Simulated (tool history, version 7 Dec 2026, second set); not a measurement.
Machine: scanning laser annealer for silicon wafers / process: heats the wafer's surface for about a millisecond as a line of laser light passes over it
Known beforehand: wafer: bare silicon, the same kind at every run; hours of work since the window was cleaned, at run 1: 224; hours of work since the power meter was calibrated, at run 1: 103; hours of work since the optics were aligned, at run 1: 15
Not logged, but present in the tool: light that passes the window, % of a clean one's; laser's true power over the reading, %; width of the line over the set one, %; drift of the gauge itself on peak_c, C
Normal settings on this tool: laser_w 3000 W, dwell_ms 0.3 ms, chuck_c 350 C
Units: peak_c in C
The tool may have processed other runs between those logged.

run,hour,laser_w,dwell_ms,chuck_c,hours of work since the window was cleaned,hours of work since the power meter was calibrated,hours of work since the optics were aligned,peak_c
1,0,3000,0.3,350,224,103,15,1157
2,7.1,3000,0.3,350,227,107,19,1156
3,12.4,3000,0.242,350,230,110,21,1063
4,17.7,3000,0.241,350,233,112,24,1065
5,25.6,3000,0.241,350,237,116,28,1063
6,35.3,3000,0.3,350,242,121,33,1153
7,42,3000,0.3,350,245,125,37,1154
8,53.1,3050,0.3,350,251,130,42,1169
9,61.9,3050,0.3,350,255,135,47,1170
10,71.1,3231,0.3,350,260,140,51,1238
11,76.1,3000,0.3,350,262,142,54,1153
12,85.3,3000,0.3,350,267,147,59,1154
13,94.6,3000,0.3,350,272,152,63,1152
14,100.4,3000,0.3,350,275,155,66,1149
15,109.5,3000,0.3,350,279,159,71,1152
16,114.3,3084,0.3,337,282,162,73,1167
17,121.3,3084,0.3,337,286,165,77,1168
18,131.9,3078,0.3,330,291,171,82,1157
19,141.9,2777,0.338,361,296,176,87,1131
20,148.2,3148,0.333,334,299,179,91,1236
# hour 153.7: optics aligned, line set to its width
21,160.2,3148,0.333,334,303,183,3,1233
22,168.1,2652,0.344,334,307,187,7,1068
# hour 177.3: optics aligned, line set to its width, once more
23,183.3,2673,0.378,384,312,192,3,1163
24,192,2758,0.378,361,316,196,7,1173
25,203.6,2758,0.35,332,322,202,13,1113
26,213.6,2742,0.3,370,327,207,18,1082
27,220.4,2915,0.311,362,331,211,22,1146
28,230.5,2617,0.3,344,336,216,27,1011
29,239.5,2920,0.285,368,341,220,32,1113
30,249.4,3004,0.285,353,346,225,37,1129

Below are 3 alternative next runs, each starting from the tool's condition after run 30. Predict each:
A,256.2,3000,0.239,339,349,229,40,?
B,256.2,3019,0.343,355,349,229,40,?
C,256.2,2752,0.348,311,349,229,40,?

run,peak_c
A,1044
B,1221
C,1084
With the hidden condition removed and each run's random variation left untouched, the same runs would have given:
run,peak_c
A,1065
B,1247
C,1108
